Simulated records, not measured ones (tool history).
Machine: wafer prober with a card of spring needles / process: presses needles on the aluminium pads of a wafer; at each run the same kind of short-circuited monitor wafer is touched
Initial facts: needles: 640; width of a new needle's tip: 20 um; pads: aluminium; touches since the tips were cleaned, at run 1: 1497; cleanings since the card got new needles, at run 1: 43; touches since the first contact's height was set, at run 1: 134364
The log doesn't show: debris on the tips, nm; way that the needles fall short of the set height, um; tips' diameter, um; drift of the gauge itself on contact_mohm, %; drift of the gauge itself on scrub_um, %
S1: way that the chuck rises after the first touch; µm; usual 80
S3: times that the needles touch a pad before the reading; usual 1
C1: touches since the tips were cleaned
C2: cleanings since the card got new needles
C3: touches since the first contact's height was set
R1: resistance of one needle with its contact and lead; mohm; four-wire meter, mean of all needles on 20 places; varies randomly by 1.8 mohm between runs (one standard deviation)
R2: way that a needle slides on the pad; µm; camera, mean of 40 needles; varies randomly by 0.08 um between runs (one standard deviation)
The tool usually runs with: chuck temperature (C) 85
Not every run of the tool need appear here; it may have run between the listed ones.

run 1 hour=0.0 | S1=80 chuck_temperature_(C)=85 S3=1 | C1=1497 C2=43 C3=134364 | R1=185 R2=16.00
-- hour=3.3 tips cleaned on abrasive film
-- hour=9.8 tips cleaned on abrasive film
run 2 hour=15.0 | S1=80 chuck_temperature_(C)=85 S3=1 | C1=2274 C2=45 C3=140923 | R1=186 R2=15.89
-- hour=16.6 tips cleaned on abrasive film
-- hour=23.8 tips cleaned on abrasive film
-- hour=30.3 tips cleaned on abrasive film
run 3 hour=31.1 | S1=80 chuck_temperature_(C)=85 S3=1 | C1=356 C2=48 C3=147953 | R1=189 R2=15.94
-- hour=37.2 tips cleaned on abrasive film
-- hour=44.8 tips cleaned on abrasive film
run 4 hour=47.0 | S1=80 chuck_temperature_(C)=85 S3=1 | C1=973 C2=50 C3=154936 | R1=186 R2=15.91
-- hour=52.9 tips cleaned on abrasive film
-- hour=60.4 tips cleaned on abrasive film
run 5 hour=61.2 | S1=80 chuck_temperature_(C)=85 S3=1 | C1=348 C2=52 C3=161152 | R1=188 R2=15.90
-- hour=68.5 tips cleaned on abrasive film
-- hour=76.1 tips cleaned on abrasive film
-- hour=82.9 tips cleaned on abrasive film
run 6 hour=82.9 | S1=80 chuck_temperature_(C)=85 S3=1 | C1=0 C2=55 C3=170668 | R1=187 R2=15.76
-- hour=90.4 tips cleaned on abrasive film
-- hour=97.8 tips cleaned on abrasive film
-- hour=104.7 tips cleaned on abrasive film
run 7 hour=104.7 | S1=80 chuck_temperature_(C)=85 S3=1 | C1=0 C2=58 C3=180229 | R1=186 R2=15.95
-- hour=111.6 tips cleaned on abrasive film
-- hour=118.7 tips cleaned on abrasive film
run 8 hour=118.7 | S1=80 chuck_temperature_(C)=87 S3=1 | C1=0 C2=60 C3=186328 | R1=188 R2=15.92
-- hour=126.1 tips cleaned on abrasive film
-- hour=129.6 height of the first contact set anew
-- hour=132.9 tips cleaned on abrasive film
run 9 hour=134.3 | S1=80 chuck_temperature_(C)=87 S3=1 | C1=610 C2=62 C3=2036 | R1=186 R2=16.00
-- hour=139.5 tips cleaned on abrasive film
-- hour=147.4 tips cleaned on abrasive film
run 10 hour=149.3 | S1=80 chuck_temperature_(C)=87 S3=1 | C1=878 C2=64 C3=8625 | R1=186 R2=15.92
-- hour=154.2 tips cleaned on abrasive film
-- hour=161.5 tips cleaned on abrasive film
run 11 hour=162.1 | S1=80 chuck_temperature_(C)=87 S3=1 | C1=297 C2=66 C3=14216 | R1=186 R2=15.87
-- hour=168.6 tips cleaned on abrasive film
-- hour=176.1 tips cleaned on abrasive film
run 12 hour=181.9 | S1=80 chuck_temperature_(C)=87 S3=1 | C1=2582 C2=68 C3=22931 | R1=185 R2=16.04
-- hour=183.0 tips cleaned on abrasive film
-- hour=190.8 tips cleaned on abrasive film
-- hour=197.4 tips cleaned on abrasive film
run 13 hour=198.6 | S1=80 chuck_temperature_(C)=87 S3=1 | C1=539 C2=71 C3=30208 | R1=189 R2=15.94
-- hour=204.7 tips cleaned on abrasive film
run 14 hour=208.3 | S1=80 chuck_temperature_(C)=85 S3=1 | C1=1621 C2=72 C3=34477 | R1=189 R2=15.91
-- hour=212.4 tips cleaned on abrasive film
run 15 hour=218.0 | S1=80 chuck_temperature_(C)=85 S3=1 | C1=2476 C2=73 C3=38722 | R1=187 R2=15.79
-- hour=219.7 tips cleaned on abrasive film
-- hour=226.3 tips cleaned on abrasive film
run 16 hour=228.0 | S1=80 chuck_temperature_(C)=37 S3=1 | C1=737 C2=75 C3=43078 | R1=177 R2=15.92
-- hour=232.9 tips cleaned on abrasive film
-- hour=240.3 tips cleaned on abrasive film
run 17 hour=240.7 | S1=80 chuck_temperature_(C)=37 S3=1 | C1=201 C2=77 C3=48649 | R1=178 R2=15.97
-- hour=247.0 tips cleaned on abrasive film
-- hour=253.8 tips cleaned on abrasive film
-- hour=260.9 tips cleaned on abrasive film
run 18 hour=261.7 | S1=94 chuck_temperature_(C)=85 S3=1 | C1=340 C2=80 C3=57812 | R1=180 R2=18.62
-- hour=268.3 tips cleaned on abrasive film
-- hour=275.7 tips cleaned on abrasive film
run 19 hour=279.3 | S1=64 chuck_temperature_(C)=124 S3=1 | C1=1589 C2=82 C3=65549 | R1=202 R2=12.70
-- hour=282.6 tips cleaned on abrasive film
-- hour=290.3 tips cleaned on abrasive film
run 20 hour=295.1 | S1=64 chuck_temperature_(C)=124 S3=1 | C1=2128 C2=84 C3=72499 | R1=198 R2=12.69
-- hour=298.4 tips cleaned on abrasive film
-- hour=305.1 tips cleaned on abrasive film
run 21 hour=311.5 | S1=88 chuck_temperature_(C)=85 S3=2 | C1=2839 C2=86 C3=79681 | R1=186 R2=17.56
-- hour=313.2 tips cleaned on abrasive film
-- hour=321.3 tips cleaned on abrasive film
-- hour=328.8 tips cleaned on abrasive film
run 22 hour=328.8 | S1=88 chuck_temperature_(C)=85 S3=2 | C1=0 C2=89 C3=87238 | R1=188 R2=17.50
-- hour=336.5 tips cleaned on abrasive film
-- hour=343.7 tips cleaned on abrasive film
-- hour=351.2 tips cleaned on abrasive film
run 23 hour=352.0 | S1=76 chuck_temperature_(C)=85 S3=1 | C1=350 C2=92 C3=97393 | R1=188 R2=15.08
-- hour=358.4 tips cleaned on abrasive film
-- hour=365.2 tips cleaned on abrasive film
-- hour=372.3 tips cleaned on abrasive film
run 24 hour=372.3 | S1=76 chuck_temperature_(C)=85 S3=2 | C1=0 C2=95 C3=106281 | R1=186 R2=15.15
-- hour=379.8 tips cleaned on abrasive film
-- hour=387.4 tips cleaned on abrasive film
run 25 hour=391.5 | S1=76 chuck_temperature_(C)=85 S3=2 | C1=1848 C2=97 C3=114739 | R1=190 R2=15.05
-- hour=394.4 tips cleaned on abrasive film
-- hour=401.0 tips cleaned on abrasive film
-- hour=408.5 tips cleaned on abrasive film
run 26 hour=411.8 | S1=61 chuck_temperature_(C)=43 S3=2 | C1=1482 C2=100 C3=123622 | R1=183 R2=12.14
-- hour=415.3 tips cleaned on abrasive film
-- hour=423.4 tips cleaned on abrasive film
-- hour=430.0 tips cleaned on abrasive film
run 27 hour=431.1 | S1=80 chuck_temperature_(C)=99 S3=2 | C1=481 C2=103 C3=132041 | R1=191 R2=15.86
-- hour=438.0 tips cleaned on abrasive film
-- hour=444.6 tips cleaned on abrasive film
-- hour=451.3 tips cleaned on abrasive film
run 28 hour=451.3 | S1=80 chuck_temperature_(C)=99 S3=2 | C1=0 C2=106 C3=140888 | R1=188 R2=15.78
-- hour=458.2 tips cleaned on abrasive film
-- hour=465.6 tips cleaned on abrasive film
-- hour=472.9 tips cleaned on abrasive film
run 29 hour=473.8 | S1=80 chuck_temperature_(C)=99 S3=2 | C1=381 C2=109 C3=150755 | R1=187 R2=15.88
-- hour=480.3 tips cleaned on abrasive film
run 30 hour=484.0 | S1=70 chuck_temperature_(C)=82 S3=3 | C1=1660 C2=110 C3=155266 | R1=188 R2=13.85

Take each entry between the runs: how does the hidden state at the last listed run before it differ from the hidden state at the first listed run after it?
After run 1, before run 2: tips cleaned on abrasive film (hour 3.3); tips cleaned on abrasive film (hour 9.8)
  debris on the tips, nm: 0.3 -> 0.4
After run 2, before run 3: tips cleaned on abrasive film (hour 16.6); tips cleaned on abrasive film (hour 23.8); tips cleaned on abrasive film (hour 30.3)
  debris on the tips, nm: 0.4 -> 0.1
After run 3, before run 4: tips cleaned on abrasive film (hour 37.2); tips cleaned on abrasive film (hour 44.8)
  debris on the tips, nm: 0.1 -> 0.3
After run 4, before run 5: tips cleaned on abrasive film (hour 52.9); tips cleaned on abrasive film (hour 60.4)
  debris on the tips, nm: 0.3 -> 0.1
After run 5, before run 6: tips cleaned on abrasive film (hour 68.5); tips cleaned on abrasive film (hour 76.1); tips cleaned on abrasive film (hour 82.9)
  debris on the tips, nm: 0.1 -> 0
After run 6, before run 7: tips cleaned on abrasive film (hour 90.4); tips cleaned on abrasive film (hour 97.8); tips cleaned on abrasive film (hour 104.7)
  the hidden state is the same at both runs
After run 7, before run 8: tips cleaned on abrasive film (hour 111.6); tips cleaned on abrasive film (hour 118.7)
  the hidden state is the same at both runs
After run 8, before run 9: tips cleaned on abrasive film (hour 126.1); height of the first contact set anew (hour 129.6); tips cleaned on abrasive film (hour 132.9)
  debris on the tips, nm: 0 -> 0.2; way that the needles fall short of the set height, um: 0.02 -> 0
After run 9, before run 10: tips cleaned on abrasive film (hour 139.5); tips cleaned on abrasive film (hour 147.4)
  the hidden state is the same at both runs
After run 10, before run 11: tips cleaned on abrasive film (hour 154.2); tips cleaned on abrasive film (hour 161.5)
  debris on the tips, nm: 0.2 -> 0.1
After run 11, before run 12: tips cleaned on abrasive film (hour 168.6); tips cleaned on abrasive film (hour 176.1)
  debris on the tips, nm: 0.1 -> 0.5
After run 12, before run 13: tips cleaned on abrasive film (hour 183.0); tips cleaned on abrasive film (hour 190.8); tips cleaned on abrasive film (hour 197.4)
  debris on the tips, nm: 0.5 -> 0.2
After run 13, before run 14: tips cleaned on abrasive film (hour 204.7)
  debris on the tips, nm: 0.2 -> 0.3
After run 14, before run 15: tips cleaned on abrasive film (hour 212.4)
  debris on the tips, nm: 0.3 -> 0.5
After run 15, before run 16: tips cleaned on abrasive film (hour 219.7); tips cleaned on abrasive film (hour 226.3)
  debris on the tips, nm: 0.5 -> 0.2; way that the needles fall short of the set height, um: 0 -> 0.01
After run 16, before run 17: tips cleaned on abrasive film (hour 232.9); tips cleaned on abrasive film (hour 240.3)
  debris on the tips, nm: 0.2 -> 0.1
After run 17, before run 18: tips cleaned on abrasive film (hour 247.0); tips cleaned on abrasive film (hour 253.8); tips cleaned on abrasive film (hour 260.9)
  the hidden state is the same at both runs
After run 18, before run 19: tips cleaned on abrasive film (hour 268.3); tips cleaned on abrasive film (hour 275.7)
  debris on the tips, nm: 0.1 -> 0.3
After run 19, before run 20: tips cleaned on abrasive film (hour 282.6); tips cleaned on abrasive film (hour 290.3)
  debris on the tips, nm: 0.3 -> 0.4
After run 20, before run 21: tips cleaned on abrasive film (hour 298.4); tips cleaned on abrasive film (hour 305.1)
  debris on the tips, nm: 0.4 -> 0.5
After run 21, before run 22: tips cleaned on abrasive film (hour 313.2); tips cleaned on abrasive film (hour 321.3); tips cleaned on abrasive film (hour 328.8)
  debris on the tips, nm: 0.5 -> 0
After run 22, before run 23: tips cleaned on abrasive film (hour 336.5); tips cleaned on abrasive film (hour 343.7); tips cleaned on abrasive film (hour 351.2)
  debris on the tips, nm: 0 -> 0.1
After run 23, before run 24: tips cleaned on abrasive film (hour 358.4); tips cleaned on abrasive film (hour 365.2); tips cleaned on abrasive film (hour 372.3)
  debris on the tips, nm: 0.1 -> 0
After run 24, before run 25: tips cleaned on abrasive film (hour 379.8); tips cleaned on abrasive film (hour 387.4)
  debris on the tips, nm: 0 -> 0.4
After run 25, before run 26: tips cleaned on abrasive film (hour 394.4); tips cleaned on abrasive film (hour 401.0); tips cleaned on abrasive film (hour 408.5)
  debris on the tips, nm: 0.4 -> 0.3; way that the needles fall short of the set height, um: 0.01 -> 0.02
After run 26, before run 27: tips cleaned on abrasive film (hour 415.3); tips cleaned on abrasive film (hour 423.4); tips cleaned on abrasive film (hour 430.0)
  debris on the tips, nm: 0.3 -> 0.1
After run 27, before run 28: tips cleaned on abrasive film (hour 438.0); tips cleaned on abrasive film (hour 444.6); tips cleaned on abrasive film (hour 451.3)
  debris on the tips, nm: 0.1 -> 0
After run 28, before run 29: tips cleaned on abrasive film (hour 458.2); tips cleaned on abrasive film (hour 465.6); tips cleaned on abrasive film (hour 472.9)
  debris on the tips, nm: 0 -> 0.1; tips' diameter, um: 20.01 -> 20.02
After run 29, before run 30: tips cleaned on abrasive film (hour 480.3)
  debris on the tips, nm: 0.1 -> 0.3
